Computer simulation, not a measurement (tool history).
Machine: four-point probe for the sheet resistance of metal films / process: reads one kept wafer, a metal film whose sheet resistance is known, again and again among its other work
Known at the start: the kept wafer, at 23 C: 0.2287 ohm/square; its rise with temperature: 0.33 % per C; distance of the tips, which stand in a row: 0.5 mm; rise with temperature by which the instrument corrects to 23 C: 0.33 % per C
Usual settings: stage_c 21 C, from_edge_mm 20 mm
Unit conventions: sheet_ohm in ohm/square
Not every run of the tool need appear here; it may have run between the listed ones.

run,hour,stage_c,from_edge_mm,sheet_ohm
1,0.0,21,20,0.229566
2,21.4,21,20,0.229623
3,38.5,21,8,0.230000
4,51.4,21,9,0.229858
5,66.7,21,9,0.229815
6,78.7,21,9,0.229914
7,93.9,21,9,0.229915
8,115.4,20,20,0.229552
9,131.1,20,20,0.229683
10,146.1,20,20,0.229738
11,158.1,20,20,0.229660
12,178.6,20,20,0.229776
13,192.3,20,20,0.229691
14,206.4,20,20,0.229653
15,223.8,25,20,0.229765
16,245.0,25,20,0.229757
17,266.8,21,50,0.229673
18,291.9,21,50,0.229689
19,308.5,21,50,0.229708
20,322.8,21,50,0.229748
21,343.8,21,50,0.229713
# hour 356.1: stage's thermometer calibrated
22,356.8,21,50,0.230092
23,370.9,19,23,0.230136
24,386.9,35,10,0.230480
25,401.5,26,11,0.230435
26,426.3,20,5,0.231378
27,449.7,24,7,0.230832
28,460.3,24,7,0.230701
29,482.3,24,7,0.230867
30,498.5,18,4,0.232107
31,511.6,18,4,0.232144
32,529.3,18,20,0.230228
33,546.3,19,17,0.230285
34,560.0,19,17,0.230388
35,572.2,19,17,0.230372
36,583.2,19,17,0.230337
37,593.8,23,8,0.230642
38,604.9,19,3,0.233680
39,621.7,19,3,0.233571
40,646.9,24,12,0.230492
41,661.3,30,60,0.230245
42,678.7,30,60,0.230312
43,690.1,20,32,0.230389

Run 44 has not been measured yet. What should we expect?
44,702.5,20,13,?

sheet_ohm: 0.230461 ohm/square
With the hidden condition absent and the run-to-run variation left alone, this run would have shown sheet_ohm 0.228839 ohm/square.
